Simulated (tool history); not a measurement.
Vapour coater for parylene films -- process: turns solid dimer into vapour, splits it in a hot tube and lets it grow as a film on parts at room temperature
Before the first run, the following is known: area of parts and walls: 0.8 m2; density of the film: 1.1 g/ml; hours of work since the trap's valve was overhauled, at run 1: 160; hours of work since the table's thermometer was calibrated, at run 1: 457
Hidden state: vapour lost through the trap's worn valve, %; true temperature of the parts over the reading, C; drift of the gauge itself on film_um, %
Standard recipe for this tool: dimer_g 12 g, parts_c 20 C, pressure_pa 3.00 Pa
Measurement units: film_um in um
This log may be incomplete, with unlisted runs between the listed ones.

run     day  dimer_g  parts_c  pressure_pa  hours of work since the trap's valve was overhauled  hours of work since the table's thermometer was calibrated  film_um
  1   0.000       12       20         3.00                                                  160                                                         457     6.46
  2   2.512       12       20         3.00                                                  213                                                         510     6.37
  3   4.129       12       20         3.00                                                  247                                                         544     6.35
  4   5.483       12       16         3.00                                                  275                                                         572     7.50
  5   7.379       12       20         3.00                                                  315                                                         612     6.21
  6   9.517       12       20         3.00                                                  360                                                         657     6.07
  7  11.258       12       20        10.60                                                  396                                                         693     5.33
  8  13.875       12       20        10.60                                                  451                                                         748     5.20
     16.242  -- trap's valve overhauled
  9  16.304       12       20        10.60                                                    1                                                         796     5.96
 10  18.308       12       20        10.60                                                   43                                                         838     5.80
 11  20.012       12       20        10.60                                                   79                                                         874     5.75
 12  21.575       12       20        10.60                                                  112                                                         907     5.72
 13  24.271       12       20        10.60                                                  169                                                         963     5.74
 14  26.292       12       20         4.02                                                  211                                                        1006     6.21
 15  28.433       12       20         4.02                                                  256                                                        1051     6.09
 16  30.962       12       20         3.67                                                  309                                                        1104     6.23
 17  33.658       12       20         3.67                                                  366                                                        1160     6.08
 18  36.546       12       20         3.67                                                  427                                                        1221     5.95
 19  38.783       12       20         3.67                                                  474                                                        1268     5.80
     40.079  -- trap's valve overhauled
 20  40.146       12       24         3.00                                                    1                                                        1293     5.58
 21  42.121       12       24         3.00                                                   43                                                        1335     5.59
 22  44.808       12       24         3.00                                                   99                                                        1391     5.50
 23  47.529       17       24         3.00                                                  156                                                        1448     7.57
     49.021  -- table's thermometer calibrated
 24  49.200       12       20         3.00                                                  191                                                           4     6.27
 25  51.150        6       20         3.00                                                  232                                                          45     3.17
 26  53.596        6       20         3.00                                                  283                                                          96     3.11
 27  55.033       12       20         5.67                                                  313                                                         126     5.79
 28  57.679       12       20        11.01                                                  369                                                         182     5.22
 29  59.108       12       20         8.43                                                  399                                                         212     5.38
 30  61.000       21       15         3.60                                                  439                                                         252    12.93
 31  63.388       12       20         4.32                                                  489                                                         302     5.64
     64.079  -- trap's valve overhauled
 32  65.850       12       20         4.32                                                   37                                                         350     6.37
 33  67.250       12       20         3.70                                                   67                                                         379     6.51
 34  68.433       12       20         3.70                                                   92                                                         404     6.37
 35  70.996       14       13         3.08                                                  145                                                         458    10.27
 36  72.425        8       13         4.60                                                  175                                                         488     5.64
 37  75.071       12       20        10.47                                                  231                                                         544     5.50
 38  76.883       10       20         3.26                                                  269                                                         582     5.09
 39  79.592       10       20         2.04                                                  326                                                         639     5.39
 40  82.129       10       20         3.70                                                  379                                                         692     4.93
 41  84.675       10       20         3.70                                                  433                                                         745     4.82
 42  86.333       10       20         3.70                                                  468                                                         780     4.83
     87.879  -- trap's valve overhauled
 43  87.879       10       20         3.70                                                    0                                                         809     5.42
 44  90.750       15       14         3.25                                                   60                                                         869    10.93
 45  92.521        5       27         2.69                                                   97                                                         907     1.99
 46  94.017       19       19         2.19                                                  129                                                         938    11.25
 47  96.667       12       20         5.93                                                  185                                                         994     6.03
 48  98.462       12       20         5.93                                                  222                                                        1032     5.96

Consider 3 possible next runs. They are alternatives, not a sequence: every one starts from the tool as it was left by run 48. What does each give?
  A  100.454        6       20        11.08                                                  264                                                        1073        ?
  B  100.454       22       28         2.46                                                  264                                                        1073        ?
  C  100.454        5       19         2.34                                                  264                                                        1073        ?

run  film_um
  A     2.72
  B     8.21
  C     2.85
Without the tool's unlogged condition, the same runs would have read:
run  film_um
  A     2.86
  B     8.63
  C     3.00

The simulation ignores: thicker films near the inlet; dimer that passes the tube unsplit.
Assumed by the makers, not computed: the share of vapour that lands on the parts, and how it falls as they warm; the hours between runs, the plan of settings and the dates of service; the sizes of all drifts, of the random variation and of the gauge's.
